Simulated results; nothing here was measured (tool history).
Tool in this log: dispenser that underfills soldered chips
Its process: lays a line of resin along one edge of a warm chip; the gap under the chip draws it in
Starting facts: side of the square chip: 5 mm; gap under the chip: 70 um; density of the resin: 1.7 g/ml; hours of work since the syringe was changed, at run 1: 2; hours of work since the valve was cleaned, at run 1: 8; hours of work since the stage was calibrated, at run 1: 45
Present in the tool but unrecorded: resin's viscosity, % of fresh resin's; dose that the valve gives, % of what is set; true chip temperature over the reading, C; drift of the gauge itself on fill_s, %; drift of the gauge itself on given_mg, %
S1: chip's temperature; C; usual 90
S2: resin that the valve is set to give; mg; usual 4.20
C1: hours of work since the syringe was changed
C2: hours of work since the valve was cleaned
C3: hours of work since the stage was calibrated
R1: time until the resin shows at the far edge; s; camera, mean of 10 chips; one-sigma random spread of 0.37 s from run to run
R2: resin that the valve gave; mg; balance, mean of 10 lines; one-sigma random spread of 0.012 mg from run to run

run	hour	S1	S2	C1	C2	C3	R1	R2
1	0.0	90	4.20	2	8	45	25.6	4.18
# hour 6.9: new syringe of resin
2	6.9	90	4.20	0	12	50	20.7	4.17
3	14.7	90	4.33	5	18	55	32.0	4.29
# hour 16.3: new syringe of resin
4	21.9	90	4.20	4	22	59	28.9	4.13
# hour 26.2: new syringe of resin
5	26.5	90	4.20	0	25	62	21.5	4.14
6	34.8	90	4.20	6	31	68	33.0	4.12
# hour 35.6: new syringe of resin
7	43.0	86	4.20	5	36	73	36.3	4.12
# hour 45.5: new syringe of resin
8	48.8	90	4.20	2	40	77	25.4	4.11
9	53.8	90	4.20	6	43	80	33.7	4.10
# hour 55.7: new syringe of resin
10	62.6	90	4.20	5	49	86	30.4	4.08
# hour 65.3: new syringe of resin
11	67.1	90	4.67	1	51	89	23.0	4.54
# hour 74.8: new syringe of resin
12	75.6	90	4.20	1	57	94	22.2	4.08
# hour 84.6: new syringe of resin
13	84.9	101	4.20	0	63	100	15.2	4.07
14	91.9	76	5.40	5	68	105	50.4	5.20
# hour 94.5: new syringe of resin
15	98.4	92	3.64	3	72	109	24.8	3.50
# hour 104.3: new syringe of resin
16	106.3	86	3.74	1	77	114	27.5	3.62
# hour 108.9: dispensing valve cleaned and set on the balance
17	113.8	104	3.87	6	3	119	21.0	3.89
# hour 114.7: new syringe of resin
18	120.5	76	4.20	4	8	123	48.1	4.20
# hour 124.4: new syringe of resin
19	130.1	92	4.43	4	14	129	26.0	4.42
# hour 134.1: new syringe of resin
20	135.2	90	5.31	1	17	132	21.6	5.28
# hour 143.7: new syringe of resin
21	144.3	90	5.31	0	23	138	21.0	5.26
22	150.8	89	3.63	5	27	143	32.9	3.59
# hour 153.4: new syringe of resin
23	157.7	89	3.63	3	32	147	28.9	3.59

Estimate the outcome of run 24 from the log above:
# hour 163.3: new syringe of resin
24	167.0	89	3.63	2	38	153	?	?

Run 24 measured R1 27.1 s, R2 3.58 mg.
With the hidden condition absent and the run-to-run variation left alone, this run would have shown R1 22.7 s, R2 3.64 mg.
